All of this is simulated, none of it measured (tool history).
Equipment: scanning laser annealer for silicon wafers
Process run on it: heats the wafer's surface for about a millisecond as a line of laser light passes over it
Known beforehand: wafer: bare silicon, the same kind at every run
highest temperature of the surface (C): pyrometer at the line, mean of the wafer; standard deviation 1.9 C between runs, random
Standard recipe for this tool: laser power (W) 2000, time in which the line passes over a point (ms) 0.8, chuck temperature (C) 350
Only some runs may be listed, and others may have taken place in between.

run,day,laser power (W),time in which the line passes over a point (ms),chuck temperature (C),highest temperature of the surface (C)
1,0,2000,0.8,350,1175
2,1.162,2000,0.792,350,1171
3,3.117,2000,0.636,350,1084
4,4.517,2000,0.636,350,1083
5,6.642,2000,0.636,350,1084
6,7.729,2000,0.636,350,1089
7,9.858,2029,0.8,350,1188
8,11.162,2029,0.8,350,1190
9,12.946,2000,0.674,350,1110
10,14.596,2000,0.674,350,1105
11,16.412,2000,0.746,350,1149
12,18.104,2116,0.67,346,1146
13,19.767,1874,0.616,343,1019
14,21.246,2042,0.616,382,1122
15,22.771,2042,0.616,382,1117
16,23.804,2042,0.616,382,1117
17,25.662,2042,0.616,382,1120
18,27.575,2042,0.616,382,1125

Alternative continuations, all from the tool just after run 18; predict every row:
A,29.658,2110,0.888,353,?
B,29.658,1847,0.836,341,?
C,29.658,2042,0.886,382,?

run,highest temperature of the surface (C)
A,1271
B,1116
C,1267
Take away the tool's hidden state, keep each run's random variation, and the runs would have read:
run,highest temperature of the surface (C)
A,1272
B,1117
C,1269

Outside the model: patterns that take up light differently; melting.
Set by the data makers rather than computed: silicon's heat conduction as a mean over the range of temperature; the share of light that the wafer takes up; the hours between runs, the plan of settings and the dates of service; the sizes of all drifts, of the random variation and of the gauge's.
